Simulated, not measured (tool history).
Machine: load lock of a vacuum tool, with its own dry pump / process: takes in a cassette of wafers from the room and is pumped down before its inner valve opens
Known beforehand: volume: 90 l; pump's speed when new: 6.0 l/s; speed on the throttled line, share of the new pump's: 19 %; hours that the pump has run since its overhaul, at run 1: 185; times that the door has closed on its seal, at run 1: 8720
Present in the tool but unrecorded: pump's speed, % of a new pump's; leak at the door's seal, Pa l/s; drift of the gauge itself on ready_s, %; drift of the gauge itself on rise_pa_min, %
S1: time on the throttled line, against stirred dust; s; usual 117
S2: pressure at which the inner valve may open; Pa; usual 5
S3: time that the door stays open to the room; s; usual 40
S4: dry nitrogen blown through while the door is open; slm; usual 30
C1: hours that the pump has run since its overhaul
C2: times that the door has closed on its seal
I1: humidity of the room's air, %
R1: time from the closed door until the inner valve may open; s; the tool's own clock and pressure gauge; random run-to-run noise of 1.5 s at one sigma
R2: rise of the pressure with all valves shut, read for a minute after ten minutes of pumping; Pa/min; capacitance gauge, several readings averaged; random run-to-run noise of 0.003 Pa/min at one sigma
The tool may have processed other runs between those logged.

| run | hour | S1 | S2 | S3 | S4 | C1 | C2 | I1 | R1 | R2 |
|---|---|---|---|---|---|---|---|---|---|---|
| 1 | 0.0 | 117 | 5 | 40 | 30 | 185 | 8720 | 45.2 | 245.5 | 0.084 |
| 2 | 196.9 | 117 | 7 | 40 | 30 | 382 | 9074 | 44.6 | 240.0 | 0.089 |
| 3 | 288.7 | 117 | 5 | 40 | 30 | 473 | 9239 | 44.7 | 247.7 | 0.088 |
| 4 | 390.6 | 117 | 5 | 40 | 30 | 575 | 9422 | 45.4 | 245.8 | 0.089 |
| 5 | 530.9 | 117 | 5 | 40 | 30 | 716 | 9674 | 45.9 | 244.0 | 0.096 |
| 6 | 688.8 | 117 | 5 | 40 | 30 | 873 | 9957 | 49.8 | 246.6 | 0.106 |
| 7 | 863.9 | 117 | 5 | 40 | 30 | 1048 | 10272 | 42.2 | 248.1 | 0.094 |
| 8 | 970.3 | 117 | 5 | 40 | 30 | 1155 | 10463 | 42.3 | 246.6 | 0.098 |
| 9 | 1119.1 | 117 | 5 | 82 | 30 | 1304 | 10730 | 44.5 | 251.3 | 0.111 |
| 10 | 1324.6 | 117 | 5 | 40 | 12 | 1509 | 11099 | 43.8 | 247.3 | 0.120 |
| 11 | 1477.2 | 117 | 5 | 40 | 30 | 1662 | 11373 | 40.9 | 248.5 | 0.103 |
| 12 | 1567.9 | 117 | 5 | 40 | 30 | 1753 | 11536 | 42.1 | 247.9 | 0.108 |
| 13 | 1716.2 | 117 | 9 | 40 | 30 | 1901 | 11802 | 44.4 | 237.6 | 0.109 |
| 14 | 1920.4 | 117 | 9 | 40 | 30 | 2105 | 12169 | 45.0 | 240.0 | 0.122 |
| 15 | 2064.5 | 164 | 5 | 40 | 30 | 2249 | 12428 | 46.4 | 288.8 | 0.125 |
| 16 | 2254.4 | 192 | 5 | 37 | 41 | 2439 | 12769 | 49.4 | 306.1 | 0.123 |
| 17 | 2361.0 | 82 | 5 | 37 | 41 | 2546 | 12960 | 47.6 | 220.4 | 0.127 |
| 18 | 2491.6 | 59 | 8 | 199 | 41 | 2676 | 13195 | 47.1 | 195.3 | 0.136 |
| 19 | 2655.2 | 59 | 8 | 25 | 41 | 2840 | 13489 | 45.1 | 196.5 | 0.132 |
| 20 | 2803.4 | 59 | 8 | 25 | 41 | 2988 | 13755 | 43.4 | 195.9 | 0.133 |
| 21 | 2930.9 | 59 | 8 | 25 | 41 | 3116 | 13984 | 47.3 | 197.0 | 0.135 |
| 22 | 3046.1 | 117 | 5 | 209 | 30 | 3231 | 14191 | 45.2 | 252.9 | 0.155 |
| 23 | 3223.0 | 117 | 5 | 209 | 30 | 3408 | 14508 | 43.7 | 253.4 | 0.164 |
| 24 | 3338.3 | 117 | 5 | 209 | 5 | 3523 | 14715 | 44.0 | 251.2 | 0.197 |
| 25 | 3453.2 | 117 | 5 | 67 | 8 | 3638 | 14922 | 46.2 | 253.6 | 0.170 |

Branching from run 25: 4 alternative next runs. What would each branch give?
| A | 3582.1 | 117 | 5 | 54 | 30 | 3767 | 15153 | 44.0 | ? | ? |
| B | 3582.1 | 117 | 10 | 167 | 5 | 3767 | 15153 | 43.6 | ? | ? |
| C | 3582.1 | 94 | 6 | 43 | 8 | 3767 | 15153 | 44.7 | ? | ? |
| D | 3582.1 | 113 | 5 | 67 | 10 | 3767 | 15153 | 46.3 | ? | ? |

| run | R1 | R2 |
|---|---|---|
| A | 252.6 | 0.151 |
| B | 240.3 | 0.200 |
| C | 229.9 | 0.170 |
| D | 250.5 | 0.182 |
Had the tool no hidden state, the same runs would have come out as:
| run | R1 | R2 |
|---|---|---|
| A | 245.6 | 0.022 |
| B | 233.8 | 0.068 |
| C | 223.2 | 0.036 |
| D | 243.7 | 0.048 |
